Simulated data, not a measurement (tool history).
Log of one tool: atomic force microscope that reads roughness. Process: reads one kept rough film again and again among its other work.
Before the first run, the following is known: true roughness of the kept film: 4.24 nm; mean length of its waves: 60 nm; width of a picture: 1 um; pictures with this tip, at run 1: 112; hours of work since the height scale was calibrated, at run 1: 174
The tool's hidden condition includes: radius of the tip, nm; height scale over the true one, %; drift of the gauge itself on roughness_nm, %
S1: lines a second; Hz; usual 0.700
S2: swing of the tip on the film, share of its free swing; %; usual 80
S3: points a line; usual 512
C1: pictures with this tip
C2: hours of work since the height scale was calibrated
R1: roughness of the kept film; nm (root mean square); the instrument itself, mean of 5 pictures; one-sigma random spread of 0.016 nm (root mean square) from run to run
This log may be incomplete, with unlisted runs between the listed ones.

run   hour     S1  S2   S3   C1   C2     R1
  1    0.0  0.700  80  512  112  174  3.631
  2   16.1  0.700  80  512  138  185  3.577
      26.1  -- new tip fitted
  3   26.5  0.700  80  512    1  191  3.787
  4   39.4  0.700  80  512   21  200  3.765
  5   52.3  0.700  80  512   42  208  3.753
  6   72.7  0.700  80  512   75  221  3.669
  7   93.7  0.700  80  512  108  235  3.612
  8  103.1  0.700  80  512  123  241  3.588
     105.1  -- height scale calibrated on a step standard
  9  114.1  0.700  80  512  139    6  3.577
     123.9  -- new tip fitted
 10  124.1  0.700  80  512    0   12  3.807
 11  147.1  1.023  80  512   37   27  3.659
 12  159.2  1.023  80  512   57   35  3.611
 13  182.0  1.023  80  512   93   50  3.556
 14  203.2  1.023  80  512  127   63  3.494
     219.4  -- new tip fitted
 15  223.5  1.023  80  512    7   76  3.687
     239.3  -- height scale calibrated on a step standard, once more
 16  240.4  2.511  64  512   32    1  3.646
 17  251.0  1.981  80  258   49    8  3.372
 18  265.1  1.981  80  258   72   17  3.361
 19  283.4  0.700  80  595  101   29  3.610
 20  293.5  0.700  80  595  117   35  3.601
 21  309.2  0.700  80  595  142   45  3.562
     315.7  -- new tip fitted
 22  323.6  3.206  80  351   12   54  3.225
 23  346.2  3.206  57  319   49   69  3.683
 24  367.8  1.184  80  438   83   83  3.582
 25  390.3  2.444  80  512  119   98  3.187
 26  407.1  0.909  88  453  146  109  3.414
     411.9  -- new tip fitted
 27  428.9  0.909  88  453   27  123  3.610
 28  439.4  2.385  65  512   44  129  3.651
 29  451.5  0.932  59  326   63  137  3.791

The logged runs with the hidden state left out (each run's random variation unchanged):
run     R1
  1  3.821
  2  3.812
  3  3.819
  4  3.831
  5  3.863
  6  3.836
  7  3.836
  8  3.839
  9  3.857
 10  3.832
 11  3.751
 12  3.738
 13  3.743
 14  3.739
 15  3.724
 16  3.725
 17  3.476
 18  3.506
 19  3.819
 20  3.842
 21  3.845
 22  3.246
 23  3.774
 24  3.728
 25  3.378
 26  3.662
 27  3.661
 28  3.734
 29  3.918
